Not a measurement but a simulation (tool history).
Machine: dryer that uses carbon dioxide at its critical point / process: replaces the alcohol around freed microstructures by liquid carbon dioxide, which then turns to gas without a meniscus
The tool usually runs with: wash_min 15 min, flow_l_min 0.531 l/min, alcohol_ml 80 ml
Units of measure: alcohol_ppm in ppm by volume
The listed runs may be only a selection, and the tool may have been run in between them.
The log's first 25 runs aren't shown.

| run | day | wash_min | flow_l_min | alcohol_ml | hours of work since the filter was changed | hours of work since the purifier's bed was changed | alcohol_ppm |
|---|---|---|---|---|---|---|---|
| 26 | 21.067 | 19 | 0.337 | 65 | 299 | 125 | 249 |
| 27 | 21.967 | 11 | 0.531 | 33 | 309 | 134 | 239 |
| 28 | 22.883 | 11 | 0.531 | 33 | 319 | 145 | 238 |
| 29 | 23.542 | 11 | 0.531 | 33 | 327 | 152 | 247 |
| 30 | 23.992 | 11 | 0.531 | 33 | 332 | 157 | 245 |
| 31 | 24.55 | 15 | 0.612 | 25 | 338 | 163 | 64 |
| 32 | 25.204 | 15 | 0.434 | 80 | 345 | 170 | 314 |
| 33 | 26.179 | 12 | 0.667 | 50 | 356 | 181 | 98 |
| 34 | 26.721 | 12 | 0.667 | 50 | 362 | 187 | 109 |
| 35 | 27.688 | 19 | 0.427 | 75 | 372 | 197 | 124 |
| 36 | 28.458 | 9 | 0.427 | 75 | 381 | 206 | 2651 |
| 37 | 29.008 | 9 | 0.427 | 75 | 387 | 212 | 2610 |
| 38 | 29.65 | 13 | 0.734 | 80 | 394 | 219 | 99 |
| 39 | 30.646 | 13 | 0.734 | 80 | 405 | 230 | 98 |
| 40 | 31.292 | 22 | 0.531 | 61 | 412 | 237 | 82 |

Run 41 comes next. What will it give?
| 41 | 31.954 | 15 | 0.531 | 59 | 419 | 244 | ? |

{"run 41": {"alcohol_ppm": 145}}
Minus the tool's unlogged condition, the same run would have read alcohol_ppm 50 ppm by volume.
